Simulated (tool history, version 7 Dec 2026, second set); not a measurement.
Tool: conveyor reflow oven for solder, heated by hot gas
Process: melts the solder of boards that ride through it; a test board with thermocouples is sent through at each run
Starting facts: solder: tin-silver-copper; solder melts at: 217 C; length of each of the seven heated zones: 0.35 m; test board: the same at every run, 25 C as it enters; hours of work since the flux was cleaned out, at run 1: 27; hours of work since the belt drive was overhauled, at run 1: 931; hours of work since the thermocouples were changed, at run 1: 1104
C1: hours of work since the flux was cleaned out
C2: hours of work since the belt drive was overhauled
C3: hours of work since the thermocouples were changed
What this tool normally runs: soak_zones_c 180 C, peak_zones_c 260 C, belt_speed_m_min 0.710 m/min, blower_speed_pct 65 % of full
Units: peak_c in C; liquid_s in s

{"run": 1, "day": 0.0, "soak_zones_c": 180, "peak_zones_c": 260, "belt_speed_m_min": 0.71, "blower_speed_pct": 65, "C1": 27, "C2": 931, "C3": 1104, "peak_c": 245.3, "liquid_s": 42.9}
{"run": 2, "day": 2.104, "soak_zones_c": 180, "peak_zones_c": 260, "belt_speed_m_min": 0.71, "blower_speed_pct": 65, "C1": 56, "C2": 960, "C3": 1133, "peak_c": 245.5, "liquid_s": 42.8}
{"run": 3, "day": 3.512, "soak_zones_c": 180, "peak_zones_c": 260, "belt_speed_m_min": 0.71, "blower_speed_pct": 65, "C1": 76, "C2": 979, "C3": 1152, "peak_c": 244.8, "liquid_s": 42.2}
{"run": 4, "day": 4.967, "soak_zones_c": 180, "peak_zones_c": 260, "belt_speed_m_min": 0.71, "blower_speed_pct": 65, "C1": 96, "C2": 999, "C3": 1172, "peak_c": 245.4, "liquid_s": 42.9}
{"run": 5, "day": 6.5, "soak_zones_c": 180, "peak_zones_c": 260, "belt_speed_m_min": 0.71, "blower_speed_pct": 65, "C1": 117, "C2": 1020, "C3": 1193, "peak_c": 245.0, "liquid_s": 42.5}
{"run": 6, "day": 8.762, "soak_zones_c": 180, "peak_zones_c": 260, "belt_speed_m_min": 0.71, "blower_speed_pct": 65, "C1": 148, "C2": 1051, "C3": 1225, "peak_c": 244.4, "liquid_s": 41.9}
{"run": 7, "day": 11.154, "soak_zones_c": 180, "peak_zones_c": 260, "belt_speed_m_min": 0.71, "blower_speed_pct": 65, "C1": 181, "C2": 1084, "C3": 1258, "peak_c": 244.4, "liquid_s": 41.6}
{"run": 8, "day": 14.183, "soak_zones_c": 180, "peak_zones_c": 260, "belt_speed_m_min": 0.71, "blower_speed_pct": 65, "C1": 223, "C2": 1126, "C3": 1299, "peak_c": 243.7, "liquid_s": 41.7}
{"run": 9, "day": 16.3, "soak_zones_c": 180, "peak_zones_c": 260, "belt_speed_m_min": 0.71, "blower_speed_pct": 65, "C1": 252, "C2": 1155, "C3": 1328, "peak_c": 244.0, "liquid_s": 40.7}
{"day": 17.129, "done": "thermocouples of zones 6 and 7 changed"}
{"run": 10, "day": 19.492, "soak_zones_c": 180, "peak_zones_c": 260, "belt_speed_m_min": 0.71, "blower_speed_pct": 65, "C1": 295, "C2": 1198, "C3": 33, "peak_c": 245.5, "liquid_s": 42.8}
{"run": 11, "day": 21.804, "soak_zones_c": 180, "peak_zones_c": 260, "belt_speed_m_min": 0.71, "blower_speed_pct": 65, "C1": 326, "C2": 1230, "C3": 64, "peak_c": 245.2, "liquid_s": 42.3}
{"day": 23.092, "done": "flux residue cleaned out of gas plates and filters"}
{"run": 12, "day": 23.754, "soak_zones_c": 180, "peak_zones_c": 260, "belt_speed_m_min": 0.71, "blower_speed_pct": 65, "C1": 9, "C2": 1254, "C3": 88, "peak_c": 244.1, "liquid_s": 40.1}
{"run": 13, "day": 26.654, "soak_zones_c": 180, "peak_zones_c": 260, "belt_speed_m_min": 0.71, "blower_speed_pct": 65, "C1": 49, "C2": 1294, "C3": 128, "peak_c": 242.7, "liquid_s": 39.6}
{"run": 14, "day": 29.667, "soak_zones_c": 180, "peak_zones_c": 260, "belt_speed_m_min": 0.71, "blower_speed_pct": 65, "C1": 91, "C2": 1335, "C3": 170, "peak_c": 242.5, "liquid_s": 39.7}
{"run": 15, "day": 32.633, "soak_zones_c": 180, "peak_zones_c": 272, "belt_speed_m_min": 0.71, "blower_speed_pct": 65, "C1": 131, "C2": 1376, "C3": 211, "peak_c": 252.7, "liquid_s": 45.7}
{"run": 16, "day": 34.254, "soak_zones_c": 180, "peak_zones_c": 272, "belt_speed_m_min": 0.71, "blower_speed_pct": 65, "C1": 154, "C2": 1398, "C3": 233, "peak_c": 252.0, "liquid_s": 45.1}
{"run": 17, "day": 36.488, "soak_zones_c": 184, "peak_zones_c": 255, "belt_speed_m_min": 0.688, "blower_speed_pct": 65, "C1": 185, "C2": 1429, "C3": 264, "peak_c": 239.8, "liquid_s": 39.7}
{"day": 38.925, "done": "flux residue cleaned out of gas plates and filters, once more"}
{"run": 18, "day": 39.325, "soak_zones_c": 181, "peak_zones_c": 271, "belt_speed_m_min": 0.71, "blower_speed_pct": 84, "C1": 6, "C2": 1465, "C3": 300, "peak_c": 260.7, "liquid_s": 51.2}
{"run": 19, "day": 41.629, "soak_zones_c": 181, "peak_zones_c": 271, "belt_speed_m_min": 0.71, "blower_speed_pct": 84, "C1": 37, "C2": 1497, "C3": 332, "peak_c": 260.4, "liquid_s": 51.7}
{"run": 20, "day": 43.571, "soak_zones_c": 181, "peak_zones_c": 271, "belt_speed_m_min": 0.71, "blower_speed_pct": 84, "C1": 64, "C2": 1524, "C3": 358, "peak_c": 260.1, "liquid_s": 51.5}
{"day": 46.112, "done": "belt drive overhauled, speed set with a stopwatch"}
{"run": 21, "day": 46.179, "soak_zones_c": 178, "peak_zones_c": 262, "belt_speed_m_min": 0.585, "blower_speed_pct": 82, "C1": 98, "C2": 1, "C3": 392, "peak_c": 254.5, "liquid_s": 58.5}
{"run": 22, "day": 47.721, "soak_zones_c": 178, "peak_zones_c": 262, "belt_speed_m_min": 0.585, "blower_speed_pct": 82, "C1": 119, "C2": 22, "C3": 413, "peak_c": 254.0, "liquid_s": 58.8}
{"run": 23, "day": 50.329, "soak_zones_c": 176, "peak_zones_c": 256, "belt_speed_m_min": 0.767, "blower_speed_pct": 84, "C1": 155, "C2": 58, "C3": 449, "peak_c": 242.7, "liquid_s": 36.7}
{"run": 24, "day": 51.6, "soak_zones_c": 169, "peak_zones_c": 266, "belt_speed_m_min": 0.71, "blower_speed_pct": 61, "C1": 172, "C2": 76, "C3": 467, "peak_c": 247.9, "liquid_s": 39.9}
{"run": 25, "day": 53.021, "soak_zones_c": 180, "peak_zones_c": 267, "belt_speed_m_min": 0.64, "blower_speed_pct": 88, "C1": 192, "C2": 95, "C3": 486, "peak_c": 257.3, "liquid_s": 55.8}
{"run": 26, "day": 55.412, "soak_zones_c": 170, "peak_zones_c": 251, "belt_speed_m_min": 0.628, "blower_speed_pct": 88, "C1": 225, "C2": 128, "C3": 519, "peak_c": 242.3, "liquid_s": 44.2}
{"run": 27, "day": 57.079, "soak_zones_c": 180, "peak_zones_c": 248, "belt_speed_m_min": 0.71, "blower_speed_pct": 70, "C1": 248, "C2": 151, "C3": 542, "peak_c": 235.4, "liquid_s": 34.8}
{"run": 28, "day": 59.692, "soak_zones_c": 187, "peak_zones_c": 260, "belt_speed_m_min": 0.6, "blower_speed_pct": 65, "C1": 284, "C2": 187, "C3": 578, "peak_c": 249.8, "liquid_s": 57.4}
{"run": 29, "day": 61.296, "soak_zones_c": 187, "peak_zones_c": 260, "belt_speed_m_min": 0.6, "blower_speed_pct": 65, "C1": 306, "C2": 209, "C3": 600, "peak_c": 249.9, "liquid_s": 57.8}
{"day": 64.062, "done": "flux residue cleaned out of gas plates and filters"}
{"run": 30, "day": 64.192, "soak_zones_c": 187, "peak_zones_c": 263, "belt_speed_m_min": 0.637, "blower_speed_pct": 65, "C1": 2, "C2": 246, "C3": 637, "peak_c": 252.8, "liquid_s": 55.7}

What if the next run were any one of these 4? Each begins from the tool's condition after run 30:
{"run": "A", "day": 65.458, "soak_zones_c": 177, "peak_zones_c": 260, "belt_speed_m_min": 0.662, "blower_speed_pct": 60, "C1": 19, "C2": 264, "C3": 655, "peak_c": "?", "liquid_s": "?"}
{"run": "B", "day": 65.458, "soak_zones_c": 172, "peak_zones_c": 260, "belt_speed_m_min": 0.643, "blower_speed_pct": 50, "C1": 19, "C2": 264, "C3": 655, "peak_c": "?", "liquid_s": "?"}
{"run": "C", "day": 65.458, "soak_zones_c": 187, "peak_zones_c": 265, "belt_speed_m_min": 0.637, "blower_speed_pct": 65, "C1": 19, "C2": 264, "C3": 655, "peak_c": "?", "liquid_s": "?"}
{"run": "D", "day": 65.458, "soak_zones_c": 187, "peak_zones_c": 258, "belt_speed_m_min": 0.637, "blower_speed_pct": 68, "C1": 19, "C2": 264, "C3": 655, "peak_c": "?", "liquid_s": "?"}

run=A peak_c=247.1 liquid_s=45.4
run=B peak_c=244.0 liquid_s=42.7
run=C peak_c=254.7 liquid_s=56.2
run=D peak_c=248.1 liquid_s=53.2
Without the tool's hidden state the same runs would have given:
run=A peak_c=247.7 liquid_s=45.8
run=B peak_c=244.7 liquid_s=43.2
run=C peak_c=255.3 liquid_s=56.4
run=D peak_c=248.8 liquid_s=53.5
